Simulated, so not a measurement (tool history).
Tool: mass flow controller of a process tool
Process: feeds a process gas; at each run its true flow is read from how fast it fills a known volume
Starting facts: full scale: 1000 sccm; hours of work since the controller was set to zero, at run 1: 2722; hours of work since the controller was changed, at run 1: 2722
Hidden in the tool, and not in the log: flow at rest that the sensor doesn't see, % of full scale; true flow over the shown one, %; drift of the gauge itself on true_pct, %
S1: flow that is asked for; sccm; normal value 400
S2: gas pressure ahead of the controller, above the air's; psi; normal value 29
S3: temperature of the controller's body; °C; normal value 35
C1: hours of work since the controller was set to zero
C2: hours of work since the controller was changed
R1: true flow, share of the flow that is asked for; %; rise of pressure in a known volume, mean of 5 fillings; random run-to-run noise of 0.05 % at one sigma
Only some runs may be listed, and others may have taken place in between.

run	day	S1	S2	S3	C1	C2	R1
1	0	400	29	35	2722	2722	97.82
2	8.742	400	29	25	2822	2822	98.23
3	23.812	400	29	25	2994	2994	98.35
4	31.342	400	29	25	3080	3080	98.36
5	40.738	400	29	25	3187	3187	98.31
6	53.929	400	29	25	3337	3337	98.36
7	64.492	400	29	25	3458	3458	98.44
8	73.958	683	29	21	3566	3566	99.36
9	80.296	683	29	21	3638	3638	99.35
10	91.383	806	37.1	36	3764	3764	99.27

Branching from run 10: 4 alternative next runs. What would each branch give?
A	105.421	291	21	36	3924	3924	?
B	105.421	806	37.1	27	3924	3924	?
C	105.421	149	29	22	3924	3924	?
D	105.421	400	21.2	34	3924	3924	?

run	R1
A	97
B	99.77
C	97.81
D	97.47
The same runs, with their run-to-run variation unchanged, on a tool lacking any hidden condition would have given:
run	R1
A	97
B	99.77
C	97.8
D	97.47

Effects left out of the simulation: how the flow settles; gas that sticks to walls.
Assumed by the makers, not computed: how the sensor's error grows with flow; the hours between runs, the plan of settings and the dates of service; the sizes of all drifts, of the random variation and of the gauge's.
